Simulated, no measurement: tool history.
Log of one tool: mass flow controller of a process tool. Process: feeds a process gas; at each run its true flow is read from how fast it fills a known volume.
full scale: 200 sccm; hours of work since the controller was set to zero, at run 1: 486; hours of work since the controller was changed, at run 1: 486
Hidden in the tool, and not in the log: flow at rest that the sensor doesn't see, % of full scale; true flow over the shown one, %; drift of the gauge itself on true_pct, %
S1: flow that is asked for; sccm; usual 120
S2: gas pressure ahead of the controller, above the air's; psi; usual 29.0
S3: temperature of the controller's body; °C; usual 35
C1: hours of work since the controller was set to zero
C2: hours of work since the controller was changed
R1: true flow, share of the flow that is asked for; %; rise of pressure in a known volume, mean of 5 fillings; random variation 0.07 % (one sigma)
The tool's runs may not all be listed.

{"run": 1, "hour": 0.0, "S1": 120, "S2": 29.0, "S3": 35, "C1": 486, "C2": 486, "R1": 99.14}
{"run": 2, "hour": 50.9, "S1": 120, "S2": 20.9, "S3": 35, "C1": 507, "C2": 507, "R1": 98.87}
{"run": 3, "hour": 122.0, "S1": 120, "S2": 23.2, "S3": 35, "C1": 537, "C2": 537, "R1": 98.92}
{"run": 4, "hour": 180.0, "S1": 120, "S2": 29.0, "S3": 37, "C1": 561, "C2": 561, "R1": 98.96}
{"run": 5, "hour": 217.9, "S1": 22, "S2": 29.0, "S3": 37, "C1": 577, "C2": 577, "R1": 97.95}
{"run": 6, "hour": 260.5, "S1": 22, "S2": 29.0, "S3": 37, "C1": 595, "C2": 595, "R1": 97.95}
{"run": 7, "hour": 319.7, "S1": 22, "S2": 29.0, "S3": 37, "C1": 619, "C2": 619, "R1": 98.08}
{"run": 8, "hour": 359.5, "S1": 22, "S2": 38.6, "S3": 37, "C1": 636, "C2": 636, "R1": 98.1}
{"run": 9, "hour": 447.8, "S1": 23, "S2": 29.0, "S3": 35, "C1": 673, "C2": 673, "R1": 98.17}
{"run": 10, "hour": 498.7, "S1": 23, "S2": 29.0, "S3": 35, "C1": 694, "C2": 694, "R1": 98.26}
{"run": 11, "hour": 584.7, "S1": 23, "S2": 29.0, "S3": 35, "C1": 729, "C2": 729, "R1": 98.07}
{"run": 12, "hour": 642.8, "S1": 23, "S2": 29.0, "S3": 35, "C1": 754, "C2": 754, "R1": 98.07}
{"run": 13, "hour": 687.7, "S1": 120, "S2": 29.0, "S3": 35, "C1": 772, "C2": 772, "R1": 99.16}
{"run": 14, "hour": 740.2, "S1": 120, "S2": 29.0, "S3": 35, "C1": 794, "C2": 794, "R1": 99.01}
{"run": 15, "hour": 786.6, "S1": 120, "S2": 29.0, "S3": 28, "C1": 814, "C2": 814, "R1": 99.57}
{"run": 16, "hour": 842.2, "S1": 120, "S2": 29.0, "S3": 28, "C1": 837, "C2": 837, "R1": 99.6}
{"run": 17, "hour": 928.3, "S1": 120, "S2": 29.0, "S3": 28, "C1": 872, "C2": 872, "R1": 99.65}
{"run": 18, "hour": 967.8, "S1": 120, "S2": 29.0, "S3": 25, "C1": 889, "C2": 889, "R1": 99.91}
{"run": 19, "hour": 1020.5, "S1": 120, "S2": 29.0, "S3": 25, "C1": 911, "C2": 911, "R1": 99.77}
{"run": 20, "hour": 1103.7, "S1": 120, "S2": 28.0, "S3": 25, "C1": 945, "C2": 945, "R1": 99.84}
{"run": 21, "hour": 1182.5, "S1": 197, "S2": 29.0, "S3": 35, "C1": 978, "C2": 978, "R1": 99.54}
{"run": 22, "hour": 1219.9, "S1": 197, "S2": 29.0, "S3": 35, "C1": 994, "C2": 994, "R1": 99.7}
{"run": 23, "hour": 1299.8, "S1": 120, "S2": 29.0, "S3": 29, "C1": 1027, "C2": 1027, "R1": 99.56}
{"run": 24, "hour": 1386.9, "S1": 196, "S2": 29.0, "S3": 35, "C1": 1063, "C2": 1063, "R1": 99.56}
{"run": 25, "hour": 1425.5, "S1": 120, "S2": 29.0, "S3": 36, "C1": 1079, "C2": 1079, "R1": 99.0}
{"run": 26, "hour": 1465.4, "S1": 120, "S2": 29.0, "S3": 30, "C1": 1096, "C2": 1096, "R1": 99.38}
{"run": 27, "hour": 1542.7, "S1": 120, "S2": 29.0, "S3": 31, "C1": 1128, "C2": 1128, "R1": 99.36}
{"run": 28, "hour": 1632.7, "S1": 120, "S2": 29.0, "S3": 31, "C1": 1166, "C2": 1166, "R1": 99.34}
{"run": 29, "hour": 1720.0, "S1": 33, "S2": 28.6, "S3": 29, "C1": 1202, "C2": 1202, "R1": 98.7}
{"run": 30, "hour": 1768.1, "S1": 52, "S2": 21.0, "S3": 39, "C1": 1222, "C2": 1222, "R1": 98.16}
{"run": 31, "hour": 1815.1, "S1": 120, "S2": 29.0, "S3": 27, "C1": 1241, "C2": 1241, "R1": 99.69}
{"run": 32, "hour": 1907.0, "S1": 120, "S2": 21.8, "S3": 30, "C1": 1280, "C2": 1280, "R1": 99.41}
{"run": 33, "hour": 1967.0, "S1": 120, "S2": 21.8, "S3": 30, "C1": 1305, "C2": 1305, "R1": 99.34}
{"run": 34, "hour": 2026.7, "S1": 42, "S2": 20.9, "S3": 30, "C1": 1329, "C2": 1329, "R1": 98.55}
{"run": 35, "hour": 2114.3, "S1": 100, "S2": 20.9, "S3": 31, "C1": 1366, "C2": 1366, "R1": 99.16}
{"run": 36, "hour": 2189.3, "S1": 94, "S2": 30.5, "S3": 35, "C1": 1397, "C2": 1397, "R1": 99.1}
{"run": 37, "hour": 2237.0, "S1": 62, "S2": 29.0, "S3": 35, "C1": 1417, "C2": 1417, "R1": 98.64}
{"run": 38, "hour": 2274.6, "S1": 24, "S2": 28.0, "S3": 32, "C1": 1433, "C2": 1433, "R1": 98.26}
{"run": 39, "hour": 2347.8, "S1": 100, "S2": 29.0, "S3": 35, "C1": 1463, "C2": 1463, "R1": 99.03}
{"run": 40, "hour": 2408.5, "S1": 119, "S2": 33.1, "S3": 30, "C1": 1488, "C2": 1488, "R1": 99.6}
{"run": 41, "hour": 2448.2, "S1": 150, "S2": 29.0, "S3": 31, "C1": 1505, "C2": 1505, "R1": 99.75}
{"run": 42, "hour": 2495.2, "S1": 186, "S2": 29.0, "S3": 35, "C1": 1524, "C2": 1524, "R1": 99.66}
{"run": 43, "hour": 2581.7, "S1": 186, "S2": 20.9, "S3": 29, "C1": 1560, "C2": 1560, "R1": 99.88}
{"run": 44, "hour": 2669.3, "S1": 186, "S2": 20.9, "S3": 29, "C1": 1597, "C2": 1597, "R1": 99.93}
{"run": 45, "hour": 2739.2, "S1": 186, "S2": 20.9, "S3": 29, "C1": 1626, "C2": 1626, "R1": 99.94}
{"run": 46, "hour": 2808.7, "S1": 24, "S2": 22.2, "S3": 35, "C1": 1655, "C2": 1655, "R1": 97.8}
{"run": 47, "hour": 2900.1, "S1": 120, "S2": 26.3, "S3": 25, "C1": 1693, "C2": 1693, "R1": 99.82}
{"run": 48, "hour": 2972.6, "S1": 152, "S2": 26.3, "S3": 25, "C1": 1723, "C2": 1723, "R1": 100.16}

4 ways to go on from here, each from the tool as it stands after run 48. What would each give?
{"run": "A", "hour": 3057.5, "S1": 40, "S2": 23.5, "S3": 39, "C1": 1758, "C2": 1758, "R1": "?"}
{"run": "B", "hour": 3057.5, "S1": 152, "S2": 26.3, "S3": 22, "C1": 1758, "C2": 1758, "R1": "?"}
{"run": "C", "hour": 3057.5, "S1": 90, "S2": 30.0, "S3": 33, "C1": 1758, "C2": 1758, "R1": "?"}
{"run": "D", "hour": 3057.5, "S1": 25, "S2": 32.1, "S3": 32, "C1": 1758, "C2": 1758, "R1": "?"}

run=A R1=97.92
run=B R1=100.32
run=C R1=99.09
run=D R1=98.28
Without the tool's hidden state the same runs would have given:
run=A R1=97.91
run=B R1=99.88
run=C R1=98.76
run=D R1=98.62

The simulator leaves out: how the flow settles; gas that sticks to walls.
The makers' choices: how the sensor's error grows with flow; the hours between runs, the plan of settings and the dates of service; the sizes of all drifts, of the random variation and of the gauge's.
